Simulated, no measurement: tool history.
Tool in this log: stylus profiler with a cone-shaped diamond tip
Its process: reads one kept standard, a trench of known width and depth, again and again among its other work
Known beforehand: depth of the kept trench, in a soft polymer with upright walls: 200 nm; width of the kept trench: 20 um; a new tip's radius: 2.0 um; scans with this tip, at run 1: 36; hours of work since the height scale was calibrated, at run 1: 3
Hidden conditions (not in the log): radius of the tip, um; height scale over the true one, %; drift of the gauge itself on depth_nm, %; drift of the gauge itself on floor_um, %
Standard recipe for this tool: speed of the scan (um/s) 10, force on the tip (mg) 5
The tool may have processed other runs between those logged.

run   hour  speed of the scan (um/s)  force on the tip (mg)  scans with this tip  hours of work since the height scale was calibrated  depth of the trench (nm)  width of the trench's floor (nm)
  1      0                        10                      5                   36                                                    3                    205.44                             18220
  2   26.5                        10                      5                  196                                                   17                    205.23                             18220
  3   55.5                        10                   5.53                  371                                                   32                    205.85                             18210
  4     85                        10                   5.53                  549                                                   48                    205.72                             18220
  5   99.7                         3                      5                  638                                                   55                    205.24                             18210
  6  127.2                         3                      5                  804                                                   70                    205.23                             18180
  7  144.6                         3                      5                  909                                                   79                    205.46                             18190
  8  162.4                        11                      5                 1016                                                   88                    205.28                             18140
     164.7  -- height scale calibrated on a step standard
  9  192.2                        10                   3.25                 1193                                                   14                    203.75                             18130
 10  209.5                        10                   3.25                 1297                                                   23                    203.99                             18180
 11  221.5                        17                  10.65                 1370                                                   30                    208.94                             18110
 12  234.2                        17                   2.34                 1447                                                   36                    203.36                             18060
 13  248.7                         3                   3.55                 1534                                                   44                    204.14                             18090
     255.3  -- height scale calibrated on a step standard, once more
 14  271.1                        12                  10.44                 1666                                                    8                    208.56                             18090
 15  300.6                         6                   7.96                 1844                                                   24                    207.18                             18220

Run 16, settings as shown, results not yet in. Your forecast:
 16   323                         6                   7.21                 1980                                                   36                         ?                                 ?

depth of the trench (nm): 206.72
width of the trench's floor (nm): 18090
Were there no unlogged condition in the tool, this run, its random variation unchanged, would have produced depth of the trench (nm) 206.72, width of the trench's floor (nm) 18210.

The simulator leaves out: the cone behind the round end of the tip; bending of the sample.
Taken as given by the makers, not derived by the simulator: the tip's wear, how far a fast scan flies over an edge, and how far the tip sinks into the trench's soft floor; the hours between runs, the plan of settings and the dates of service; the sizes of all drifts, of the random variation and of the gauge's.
